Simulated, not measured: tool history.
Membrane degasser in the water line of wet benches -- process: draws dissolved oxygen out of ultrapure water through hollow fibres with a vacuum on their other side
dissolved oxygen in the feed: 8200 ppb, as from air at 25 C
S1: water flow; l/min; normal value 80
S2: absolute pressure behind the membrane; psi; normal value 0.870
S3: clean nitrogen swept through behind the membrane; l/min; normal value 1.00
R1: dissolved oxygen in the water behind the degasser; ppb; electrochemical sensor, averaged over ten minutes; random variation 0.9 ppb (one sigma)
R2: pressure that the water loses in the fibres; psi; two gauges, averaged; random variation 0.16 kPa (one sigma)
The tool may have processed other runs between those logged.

run    hour   S1     S2    S3      R1      R2
  1     0.0   80  0.870  1.00   381.6   8.402
  2    59.4   80  0.870  1.00   380.2   8.453
  3    99.8   80  0.870  1.00   381.6   8.415
  4   145.4   63  0.870  1.00   321.3   6.602
  5   204.3   80  0.870  1.00   383.5   8.386
  6   274.0   80  0.870  1.00   381.7   8.472
  7   335.7   80  0.870  2.90   181.1   8.464
  8   394.3   80  0.870  1.00   382.3   8.457
  9   456.5   80  0.870  1.00   383.2   8.473
 10   490.3   80  0.870  0.47   578.9   8.414
 11   522.8   80  0.870  0.47   576.9   8.480
 12   598.4   80  0.870  0.47   576.0   8.443
 13   648.7   80  1.894  1.00  1201.2   8.456
 14   703.8   80  1.894  1.00  1196.8   8.489
 15   736.9   80  1.894  1.00  1198.2   8.444
 16   803.1   80  1.894  1.00  1200.8   8.446
 17   841.3   80  1.894  1.00  1197.2   8.392
 18   887.4  126  0.870  1.00   521.9  13.243
 19   924.3  126  0.870  1.00   521.7  13.357
 20   965.7  126  0.870  1.00   524.6  13.290
 21  1020.9  126  0.687  0.58   397.5  13.348
 22  1089.8  126  0.687  0.58   396.5  13.371
 23  1122.7  126  0.683  0.58   389.4  13.301
 24  1189.7   55  0.870  1.00   292.1   5.833
 25  1263.3   55  0.870  1.00   292.7   5.831
 26  1295.5   73  0.555  1.17    91.3   7.696
 27  1365.5   60  1.843  1.17   860.6   6.337
 28  1431.8   60  1.843  1.17   862.3   6.338
 29  1475.6   80  0.870  0.51   561.9   8.476
 30  1531.2   80  1.320  2.55   392.8   8.488
 31  1576.5   80  0.783  2.13   187.6   8.446
 32  1614.6   80  1.128  2.13   358.9   8.415

Hidden state or all else? Some run-to-run changes of R1, split into what the settings, what came in and random variation would give without the hidden state, and what is left for the hidden state (with any gauge scatter that isn't in both results):
Hidden state present: membrane still open, %; true pressure behind the membrane over the reading, kPa; air that leaks in behind the membrane, l/min; drift of the gauge itself on oxygen_ppb, %; drift of the gauge itself on loss_of_pressure_kpa, %.
Run 12 -> 13: S2 0.870 -> 1.894, S3 0.47 -> 1.00. R1 +625.2 ppb: hidden state -3.2, all else +628.4.
Run 17 -> 18: S1 80 -> 126, S2 1.894 -> 0.870. R1 -675.3 ppb: hidden state +5.0, all else -680.3.
Run 23 -> 24: S1 126 -> 55, S2 0.683 -> 0.870, S3 0.58 -> 1.00. R1 -97.3 ppb: hidden state -7.3, all else -90.0.
Run 26 -> 27: S1 73 -> 60, S2 0.555 -> 1.843. R1 +769.3 ppb: hidden state -2.2, all else +771.5.
Run 29 -> 30: S2 0.870 -> 1.320, S3 0.51 -> 2.55. R1 -169.1 ppb: hidden state -5.3, all else -163.8.
